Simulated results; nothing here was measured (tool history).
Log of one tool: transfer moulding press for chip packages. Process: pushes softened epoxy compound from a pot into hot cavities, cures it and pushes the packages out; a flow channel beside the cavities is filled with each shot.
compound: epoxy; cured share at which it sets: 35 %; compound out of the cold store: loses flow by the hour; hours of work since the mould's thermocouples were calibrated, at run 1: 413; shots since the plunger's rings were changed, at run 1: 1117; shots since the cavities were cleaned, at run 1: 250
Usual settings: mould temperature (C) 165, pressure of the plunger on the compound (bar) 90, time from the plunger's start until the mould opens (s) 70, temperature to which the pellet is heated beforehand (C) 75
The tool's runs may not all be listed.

run	hour	mould temperature (C)	pressure of the plunger on the compound (bar)	time from the plunger's start until the mould opens (s)	temperature to which the pellet is heated beforehand (C)	hours of work since the mould's thermocouples were calibrated	shots since the plunger's rings were changed	shots since the cavities were cleaned	incoming compound's hours out of the cold store	length that the compound runs in the flow channel (mm)	greatest force on the pins that push the packages out (N)
1	0	165	90	70	75	413	1117	250	28.4	823	355
2	10.5	165	90	70	75	421	1328	461	43.8	761	368
# hour 23.7: cavities cleaned with cleaning compound and waxed
3	26.3	165	90	70	75	433	1616	53	46.6	749	318
4	37.9	165	85.3	70	75	442	1850	287	8.3	881	409
5	51.1	165	85.3	70	75	452	2116	553	8.9	873	462
# hour 60: cavities cleaned with cleaning compound and waxed
6	62.6	165	85.3	70	82	460	2316	53	26.7	799	308
7	73.1	165	85.3	70	82	468	2528	265	35.3	763	355
8	81.6	165	90	70	75	475	2698	435	34.5	790	387
# hour 95.9: cavities cleaned with cleaning compound and waxed
9	97.2	165	90	70	75	486	2983	26	25.5	820	313
10	109.1	165	90	70	75	496	3222	265	11.3	891	406
11	118	165	90	70	75	503	3400	443	47.9	734	379
12	126.1	164	90	70	75	509	3564	607	35.5	784	462
# hour 133.1: cavities cleaned with cleaning compound and waxed
13	138.9	164	90	70	75	518	3792	118	28	814	372
14	150.4	165	90	70	75	527	4023	349	15.8	866	409
15	164.8	165	70.1	70	75	538	4312	638	34.9	693	426
# hour 169.3: cavities cleaned with cleaning compound and waxed
16	176.1	165	97.6	70	69	546	4509	136	20.9	876	372
17	189.9	165	97.6	70	69	557	4788	415	39.1	800	392
18	198.3	165	97.6	70	69	564	4957	584	12.9	906	458
# hour 206.5: plunger's sealing rings changed
# hour 208: cavities cleaned with cleaning compound and waxed
19	210.1	165	97.6	70	69	570	41	41	46.7	789	305
20	223	165	97.6	70	69	580	300	300	24.8	874	387
21	229.2	165	90	65	75	585	425	425	23	853	506
22	238.2	171	69.7	58	67	592	607	607	44.8	652	435
# hour 244.4: cavities cleaned with cleaning compound and waxed
23	247.3	165	103.4	70	75	598	759	59	24.4	906	330
24	255	165	103.4	70	75	604	914	214	29.9	875	374
25	264	166	90	70	66	611	1095	395	25	832	364
26	278.2	166	90	70	66	623	1382	682	43.1	767	402
# hour 281.1: cavities cleaned with cleaning compound and waxed
# hour 294.5: mould's thermocouples calibrated
27	296	165	106.6	70	67	1	1669	259	18	940	383

Forecast each of these 3 alternatives for the next run:
A	302	171	106.6	70	67	6	1791	381	30.1	?	?
B	302	158	68.8	95	67	6	1791	381	19.3	?	?
C	302	165	97.3	70	83	6	1791	381	17.3	?	?

run	length that the compound runs in the flow channel (mm)	greatest force on the pins that push the packages out (N)
A	861	285
B	774	344
C	895	385
Without the tool's hidden state the same runs would have given:
run	length that the compound runs in the flow channel (mm)	greatest force on the pins that push the packages out (N)
A	874	225
B	785	272
C	908	304
